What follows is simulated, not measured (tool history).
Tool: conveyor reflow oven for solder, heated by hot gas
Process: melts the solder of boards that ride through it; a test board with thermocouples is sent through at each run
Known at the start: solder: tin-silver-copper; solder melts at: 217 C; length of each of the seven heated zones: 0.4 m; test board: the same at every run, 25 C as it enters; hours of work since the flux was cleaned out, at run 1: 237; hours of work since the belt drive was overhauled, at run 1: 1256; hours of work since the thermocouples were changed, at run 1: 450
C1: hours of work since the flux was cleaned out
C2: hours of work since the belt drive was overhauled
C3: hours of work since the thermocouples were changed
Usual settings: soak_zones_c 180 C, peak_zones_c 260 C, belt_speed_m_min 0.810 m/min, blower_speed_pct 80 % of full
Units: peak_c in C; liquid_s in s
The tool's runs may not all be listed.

{"run": 1, "hour": 0.0, "soak_zones_c": 180, "peak_zones_c": 260, "belt_speed_m_min": 0.81, "blower_speed_pct": 80, "C1": 237, "C2": 1256, "C3": 450, "peak_c": 246.9, "liquid_s": 43.7}
{"run": 2, "hour": 18.4, "soak_zones_c": 180, "peak_zones_c": 260, "belt_speed_m_min": 0.81, "blower_speed_pct": 80, "C1": 251, "C2": 1270, "C3": 464, "peak_c": 246.7, "liquid_s": 44.7}
{"run": 3, "hour": 53.9, "soak_zones_c": 180, "peak_zones_c": 260, "belt_speed_m_min": 0.81, "blower_speed_pct": 80, "C1": 278, "C2": 1296, "C3": 491, "peak_c": 245.3, "liquid_s": 44.0}
{"run": 4, "hour": 82.4, "soak_zones_c": 177, "peak_zones_c": 260, "belt_speed_m_min": 0.81, "blower_speed_pct": 80, "C1": 299, "C2": 1318, "C3": 512, "peak_c": 244.9, "liquid_s": 42.1}
{"run": 5, "hour": 109.4, "soak_zones_c": 177, "peak_zones_c": 260, "belt_speed_m_min": 0.81, "blower_speed_pct": 80, "C1": 319, "C2": 1338, "C3": 533, "peak_c": 244.7, "liquid_s": 41.6}
{"run": 6, "hour": 129.6, "soak_zones_c": 177, "peak_zones_c": 260, "belt_speed_m_min": 0.81, "blower_speed_pct": 80, "C1": 335, "C2": 1354, "C3": 548, "peak_c": 243.9, "liquid_s": 41.7}
{"hour": 154.6, "done": "thermocouples of zones 6 and 7 changed"}
{"run": 7, "hour": 169.6, "soak_zones_c": 180, "peak_zones_c": 248, "belt_speed_m_min": 0.81, "blower_speed_pct": 80, "C1": 363, "C2": 1382, "C3": 11, "peak_c": 236.0, "liquid_s": 35.8}
{"run": 8, "hour": 193.0, "soak_zones_c": 180, "peak_zones_c": 260, "belt_speed_m_min": 0.81, "blower_speed_pct": 80, "C1": 381, "C2": 1400, "C3": 29, "peak_c": 246.9, "liquid_s": 42.7}
{"run": 9, "hour": 231.2, "soak_zones_c": 180, "peak_zones_c": 260, "belt_speed_m_min": 0.81, "blower_speed_pct": 80, "C1": 410, "C2": 1429, "C3": 58, "peak_c": 245.1, "liquid_s": 43.8}
{"run": 10, "hour": 266.2, "soak_zones_c": 180, "peak_zones_c": 260, "belt_speed_m_min": 0.81, "blower_speed_pct": 80, "C1": 436, "C2": 1455, "C3": 84, "peak_c": 246.0, "liquid_s": 42.2}
{"run": 11, "hour": 293.1, "soak_zones_c": 180, "peak_zones_c": 260, "belt_speed_m_min": 0.81, "blower_speed_pct": 80, "C1": 457, "C2": 1476, "C3": 105, "peak_c": 246.1, "liquid_s": 42.4}
{"hour": 329.8, "done": "belt drive overhauled, speed set with a stopwatch"}
{"run": 12, "hour": 330.1, "soak_zones_c": 180, "peak_zones_c": 268, "belt_speed_m_min": 0.81, "blower_speed_pct": 80, "C1": 482, "C2": 0, "C3": 130, "peak_c": 251.8, "liquid_s": 45.3}
{"hour": 349.9, "done": "flux residue cleaned out of gas plates and filters"}
{"run": 13, "hour": 362.7, "soak_zones_c": 180, "peak_zones_c": 268, "belt_speed_m_min": 0.81, "blower_speed_pct": 80, "C1": 10, "C2": 21, "C3": 151, "peak_c": 249.6, "liquid_s": 44.3}
{"run": 14, "hour": 389.8, "soak_zones_c": 180, "peak_zones_c": 260, "belt_speed_m_min": 0.81, "blower_speed_pct": 80, "C1": 30, "C2": 42, "C3": 171, "peak_c": 243.0, "liquid_s": 39.4}
{"run": 15, "hour": 431.9, "soak_zones_c": 180, "peak_zones_c": 262, "belt_speed_m_min": 0.81, "blower_speed_pct": 80, "C1": 62, "C2": 73, "C3": 203, "peak_c": 243.7, "liquid_s": 39.7}
{"run": 16, "hour": 472.2, "soak_zones_c": 180, "peak_zones_c": 260, "belt_speed_m_min": 0.81, "blower_speed_pct": 80, "C1": 92, "C2": 104, "C3": 233, "peak_c": 240.8, "liquid_s": 37.9}
{"run": 17, "hour": 505.1, "soak_zones_c": 180, "peak_zones_c": 260, "belt_speed_m_min": 0.81, "blower_speed_pct": 74, "C1": 117, "C2": 129, "C3": 258, "peak_c": 240.0, "liquid_s": 36.1}
{"run": 18, "hour": 525.6, "soak_zones_c": 179, "peak_zones_c": 260, "belt_speed_m_min": 0.81, "blower_speed_pct": 50, "C1": 133, "C2": 144, "C3": 274, "peak_c": 232.4, "liquid_s": 25.7}
{"run": 19, "hour": 567.6, "soak_zones_c": 179, "peak_zones_c": 260, "belt_speed_m_min": 0.81, "blower_speed_pct": 50, "C1": 165, "C2": 176, "C3": 305, "peak_c": 231.4, "liquid_s": 25.1}
{"hour": 597.4, "done": "flux residue cleaned out of gas plates and filters, once more"}
{"run": 20, "hour": 610.6, "soak_zones_c": 179, "peak_zones_c": 260, "belt_speed_m_min": 0.81, "blower_speed_pct": 50, "C1": 10, "C2": 205, "C3": 334, "peak_c": 238.4, "liquid_s": 34.3}
{"run": 21, "hour": 642.3, "soak_zones_c": 177, "peak_zones_c": 260, "belt_speed_m_min": 0.958, "blower_speed_pct": 55, "C1": 34, "C2": 229, "C3": 358, "peak_c": 233.9, "liquid_s": 23.3}
{"run": 22, "hour": 683.1, "soak_zones_c": 177, "peak_zones_c": 260, "belt_speed_m_min": 0.958, "blower_speed_pct": 55, "C1": 65, "C2": 259, "C3": 389, "peak_c": 233.2, "liquid_s": 23.7}
{"run": 23, "hour": 707.1, "soak_zones_c": 177, "peak_zones_c": 260, "belt_speed_m_min": 0.958, "blower_speed_pct": 55, "C1": 83, "C2": 278, "C3": 407, "peak_c": 232.7, "liquid_s": 22.9}
{"run": 24, "hour": 727.7, "soak_zones_c": 177, "peak_zones_c": 260, "belt_speed_m_min": 0.958, "blower_speed_pct": 55, "C1": 99, "C2": 293, "C3": 423, "peak_c": 233.5, "liquid_s": 22.5}
{"run": 25, "hour": 747.1, "soak_zones_c": 176, "peak_zones_c": 251, "belt_speed_m_min": 0.768, "blower_speed_pct": 53, "C1": 113, "C2": 308, "C3": 437, "peak_c": 233.0, "liquid_s": 29.9}
{"run": 26, "hour": 784.3, "soak_zones_c": 180, "peak_zones_c": 253, "belt_speed_m_min": 0.81, "blower_speed_pct": 80, "C1": 141, "C2": 336, "C3": 465, "peak_c": 239.7, "liquid_s": 40.1}
{"run": 27, "hour": 823.4, "soak_zones_c": 180, "peak_zones_c": 253, "belt_speed_m_min": 0.81, "blower_speed_pct": 80, "C1": 171, "C2": 366, "C3": 495, "peak_c": 240.4, "liquid_s": 38.7}
{"run": 28, "hour": 841.3, "soak_zones_c": 172, "peak_zones_c": 260, "belt_speed_m_min": 0.81, "blower_speed_pct": 71, "C1": 184, "C2": 379, "C3": 508, "peak_c": 243.4, "liquid_s": 37.5}
{"run": 29, "hour": 860.6, "soak_zones_c": 180, "peak_zones_c": 260, "belt_speed_m_min": 0.81, "blower_speed_pct": 87, "C1": 199, "C2": 394, "C3": 523, "peak_c": 247.4, "liquid_s": 44.1}
{"run": 30, "hour": 889.8, "soak_zones_c": 180, "peak_zones_c": 260, "belt_speed_m_min": 0.81, "blower_speed_pct": 87, "C1": 221, "C2": 416, "C3": 545, "peak_c": 247.7, "liquid_s": 44.1}
{"run": 31, "hour": 914.8, "soak_zones_c": 180, "peak_zones_c": 253, "belt_speed_m_min": 0.81, "blower_speed_pct": 53, "C1": 240, "C2": 435, "C3": 564, "peak_c": 231.8, "liquid_s": 28.4}

Forecast each of these 3 alternatives for the next run:
{"hour": 920.5, "done": "thermocouples of zones 6 and 7 changed"}
{"run": "A", "hour": 953.5, "soak_zones_c": 180, "peak_zones_c": 253, "belt_speed_m_min": 0.81, "blower_speed_pct": 85, "C1": 268, "C2": 462, "C3": 25, "peak_c": "?", "liquid_s": "?"}
{"hour": 920.5, "done": "thermocouples of zones 6 and 7 changed"}
{"run": "B", "hour": 953.5, "soak_zones_c": 180, "peak_zones_c": 264, "belt_speed_m_min": 0.81, "blower_speed_pct": 80, "C1": 268, "C2": 462, "C3": 25, "peak_c": "?", "liquid_s": "?"}
{"hour": 920.5, "done": "thermocouples of zones 6 and 7 changed"}
{"run": "C", "hour": 953.5, "soak_zones_c": 180, "peak_zones_c": 273, "belt_speed_m_min": 0.81, "blower_speed_pct": 53, "C1": 268, "C2": 462, "C3": 25, "peak_c": "?", "liquid_s": "?"}

run=A peak_c=241.9 liquid_s=41.4
run=B peak_c=250.8 liquid_s=45.2
run=C peak_c=249.1 liquid_s=43.1
Without the tool's hidden state the same runs would have given:
run=A peak_c=244.2 liquid_s=43.8
run=B peak_c=253.4 liquid_s=46.9
run=C peak_c=251.6 liquid_s=44.8
